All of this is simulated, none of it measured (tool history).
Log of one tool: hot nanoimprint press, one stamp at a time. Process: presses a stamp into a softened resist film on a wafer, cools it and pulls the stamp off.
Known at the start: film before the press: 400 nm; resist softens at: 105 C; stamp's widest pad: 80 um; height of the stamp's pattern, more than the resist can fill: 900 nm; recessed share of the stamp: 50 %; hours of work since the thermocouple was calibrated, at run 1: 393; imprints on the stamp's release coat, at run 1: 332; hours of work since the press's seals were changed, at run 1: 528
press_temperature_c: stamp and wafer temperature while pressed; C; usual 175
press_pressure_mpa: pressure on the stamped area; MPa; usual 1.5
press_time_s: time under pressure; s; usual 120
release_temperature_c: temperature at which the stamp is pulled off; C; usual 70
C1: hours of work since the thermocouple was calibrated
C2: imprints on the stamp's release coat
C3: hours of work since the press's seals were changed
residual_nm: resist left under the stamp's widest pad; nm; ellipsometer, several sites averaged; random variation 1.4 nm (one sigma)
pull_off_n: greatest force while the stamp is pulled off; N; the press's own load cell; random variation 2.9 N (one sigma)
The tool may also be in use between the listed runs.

{"run": 1, "hour": 0.0, "press_temperature_c": 175, "press_pressure_mpa": 1.5, "press_time_s": 120, "release_temperature_c": 70, "C1": 393, "C2": 332, "C3": 528, "residual_nm": 235.4, "pull_off_n": 149}
{"run": 2, "hour": 72.1, "press_temperature_c": 175, "press_pressure_mpa": 1.5, "press_time_s": 120, "release_temperature_c": 70, "C1": 440, "C2": 622, "C3": 576, "residual_nm": 233.7, "pull_off_n": 152}
{"hour": 136.4, "done": "stamp cleaned and given a new release coat"}
{"run": 3, "hour": 173.9, "press_temperature_c": 175, "press_pressure_mpa": 1.5, "press_time_s": 66, "release_temperature_c": 70, "C1": 504, "C2": 151, "C3": 639, "residual_nm": 279.7, "pull_off_n": 145}
{"run": 4, "hour": 234.8, "press_temperature_c": 175, "press_pressure_mpa": 1.5, "press_time_s": 66, "release_temperature_c": 70, "C1": 544, "C2": 395, "C3": 679, "residual_nm": 279.3, "pull_off_n": 148}
{"hour": 281.4, "done": "plate thermocouple calibrated"}
{"run": 5, "hour": 306.4, "press_temperature_c": 175, "press_pressure_mpa": 1.5, "press_time_s": 120, "release_temperature_c": 70, "C1": 16, "C2": 670, "C3": 724, "residual_nm": 230.6, "pull_off_n": 156}
{"hour": 354.0, "done": "stamp cleaned and given a new release coat"}
{"run": 6, "hour": 403.5, "press_temperature_c": 175, "press_pressure_mpa": 1.5, "press_time_s": 120, "release_temperature_c": 70, "C1": 77, "C2": 199, "C3": 784, "residual_nm": 229.6, "pull_off_n": 148}
{"run": 7, "hour": 466.3, "press_temperature_c": 175, "press_pressure_mpa": 1.5, "press_time_s": 120, "release_temperature_c": 70, "C1": 118, "C2": 450, "C3": 826, "residual_nm": 231.6, "pull_off_n": 148}
{"run": 8, "hour": 537.0, "press_temperature_c": 175, "press_pressure_mpa": 1.5, "press_time_s": 120, "release_temperature_c": 70, "C1": 164, "C2": 734, "C3": 872, "residual_nm": 230.7, "pull_off_n": 157}
{"hour": 567.3, "done": "stamp cleaned and given a new release coat"}
{"run": 9, "hour": 596.4, "press_temperature_c": 175, "press_pressure_mpa": 1.5, "press_time_s": 120, "release_temperature_c": 70, "C1": 200, "C2": 116, "C3": 908, "residual_nm": 232.2, "pull_off_n": 143}
{"hour": 610.0, "done": "press's hydraulic seals changed and the load cell set to zero"}
{"run": 10, "hour": 664.5, "press_temperature_c": 175, "press_pressure_mpa": 1.5, "press_time_s": 120, "release_temperature_c": 70, "C1": 239, "C2": 357, "C3": 36, "residual_nm": 230.7, "pull_off_n": 147}
{"run": 11, "hour": 742.1, "press_temperature_c": 175, "press_pressure_mpa": 1.5, "press_time_s": 120, "release_temperature_c": 70, "C1": 291, "C2": 669, "C3": 87, "residual_nm": 230.4, "pull_off_n": 157}
{"hour": 787.8, "done": "stamp cleaned and given a new release coat"}
{"run": 12, "hour": 818.1, "press_temperature_c": 175, "press_pressure_mpa": 1.5, "press_time_s": 120, "release_temperature_c": 70, "C1": 337, "C2": 121, "C3": 133, "residual_nm": 231.4, "pull_off_n": 145}
{"run": 13, "hour": 901.7, "press_temperature_c": 175, "press_pressure_mpa": 1.5, "press_time_s": 120, "release_temperature_c": 70, "C1": 392, "C2": 457, "C3": 188, "residual_nm": 232.4, "pull_off_n": 157}
{"run": 14, "hour": 976.5, "press_temperature_c": 175, "press_pressure_mpa": 1.5, "press_time_s": 120, "release_temperature_c": 70, "C1": 441, "C2": 756, "C3": 238, "residual_nm": 235.6, "pull_off_n": 167}
{"hour": 1002.8, "done": "stamp cleaned and given a new release coat"}
{"run": 15, "hour": 1038.0, "press_temperature_c": 175, "press_pressure_mpa": 1.15, "press_time_s": 214, "release_temperature_c": 70, "C1": 478, "C2": 141, "C3": 274, "residual_nm": 221.7, "pull_off_n": 146}
{"run": 16, "hour": 1094.9, "press_temperature_c": 175, "press_pressure_mpa": 1.15, "press_time_s": 214, "release_temperature_c": 70, "C1": 515, "C2": 370, "C3": 312, "residual_nm": 223.1, "pull_off_n": 153}
{"run": 17, "hour": 1133.8, "press_temperature_c": 175, "press_pressure_mpa": 1.5, "press_time_s": 68, "release_temperature_c": 66, "C1": 541, "C2": 526, "C3": 337, "residual_nm": 274, "pull_off_n": 169}
{"hour": 1182.3, "done": "plate thermocouple calibrated"}
{"hour": 1221.9, "done": "stamp cleaned and given a new release coat"}
{"run": 18, "hour": 1228.2, "press_temperature_c": 177, "press_pressure_mpa": 1.5, "press_time_s": 120, "release_temperature_c": 64, "C1": 26, "C2": 25, "C3": 394, "residual_nm": 210.3, "pull_off_n": 159}
{"run": 19, "hour": 1275.3, "press_temperature_c": 168, "press_pressure_mpa": 1.88, "press_time_s": 117, "release_temperature_c": 70, "C1": 57, "C2": 214, "C3": 425, "residual_nm": 271.7, "pull_off_n": 139}
{"run": 20, "hour": 1331.2, "press_temperature_c": 168, "press_pressure_mpa": 1.88, "press_time_s": 117, "release_temperature_c": 70, "C1": 94, "C2": 438, "C3": 462, "residual_nm": 273.8, "pull_off_n": 149}
{"run": 21, "hour": 1414.6, "press_temperature_c": 171, "press_pressure_mpa": 1.6, "press_time_s": 133, "release_temperature_c": 61, "C1": 149, "C2": 773, "C3": 517, "residual_nm": 251.3, "pull_off_n": 198}
{"hour": 1437.4, "done": "stamp cleaned and given a new release coat"}
{"run": 22, "hour": 1480.8, "press_temperature_c": 171, "press_pressure_mpa": 1.6, "press_time_s": 133, "release_temperature_c": 61, "C1": 189, "C2": 174, "C3": 556, "residual_nm": 255.2, "pull_off_n": 180}
{"run": 23, "hour": 1545.3, "press_temperature_c": 182, "press_pressure_mpa": 1.6, "press_time_s": 133, "release_temperature_c": 61, "C1": 231, "C2": 433, "C3": 599, "residual_nm": 166.1, "pull_off_n": 192}
{"run": 24, "hour": 1604.2, "press_temperature_c": 175, "press_pressure_mpa": 1.5, "press_time_s": 135, "release_temperature_c": 65, "C1": 270, "C2": 669, "C3": 638, "residual_nm": 226.7, "pull_off_n": 178}
{"hour": 1648.8, "done": "stamp cleaned and given a new release coat"}
{"run": 25, "hour": 1674.3, "press_temperature_c": 175, "press_pressure_mpa": 1.5, "press_time_s": 135, "release_temperature_c": 65, "C1": 312, "C2": 102, "C3": 680, "residual_nm": 226, "pull_off_n": 168}

Forecast each of these 5 alternatives for the next run:
{"run": "A", "hour": 1729.4, "press_temperature_c": 171, "press_pressure_mpa": 1.18, "press_time_s": 135, "release_temperature_c": 63, "C1": 349, "C2": 323, "C3": 716, "residual_nm": "?", "pull_off_n": "?"}
{"run": "B", "hour": 1729.4, "press_temperature_c": 175, "press_pressure_mpa": 1.5, "press_time_s": 108, "release_temperature_c": 63, "C1": 349, "C2": 323, "C3": 716, "residual_nm": "?", "pull_off_n": "?"}
{"run": "C", "hour": 1729.4, "press_temperature_c": 173, "press_pressure_mpa": 1.27, "press_time_s": 74, "release_temperature_c": 70, "C1": 349, "C2": 323, "C3": 716, "residual_nm": "?", "pull_off_n": "?"}
{"run": "D", "hour": 1729.4, "press_temperature_c": 175, "press_pressure_mpa": 1.63, "press_time_s": 120, "release_temperature_c": 66, "C1": 349, "C2": 323, "C3": 716, "residual_nm": "?", "pull_off_n": "?"}
{"run": "E", "hour": 1729.4, "press_temperature_c": 175, "press_pressure_mpa": 1.5, "press_time_s": 121, "release_temperature_c": 65, "C1": 349, "C2": 323, "C3": 716, "residual_nm": "?", "pull_off_n": "?"}

run=A residual_nm=286.6 pull_off_n=183
run=B residual_nm=242.5 pull_off_n=178
run=C residual_nm=299.4 pull_off_n=152
run=D residual_nm=226.7 pull_off_n=165
run=E residual_nm=234.4 pull_off_n=166
Without the tool's hidden state the same runs would have given:
run=A residual_nm=279.4 pull_off_n=170
run=B residual_nm=234.8 pull_off_n=165
run=C residual_nm=292.7 pull_off_n=141
run=D residual_nm=219 pull_off_n=153
run=E residual_nm=226.7 pull_off_n=154

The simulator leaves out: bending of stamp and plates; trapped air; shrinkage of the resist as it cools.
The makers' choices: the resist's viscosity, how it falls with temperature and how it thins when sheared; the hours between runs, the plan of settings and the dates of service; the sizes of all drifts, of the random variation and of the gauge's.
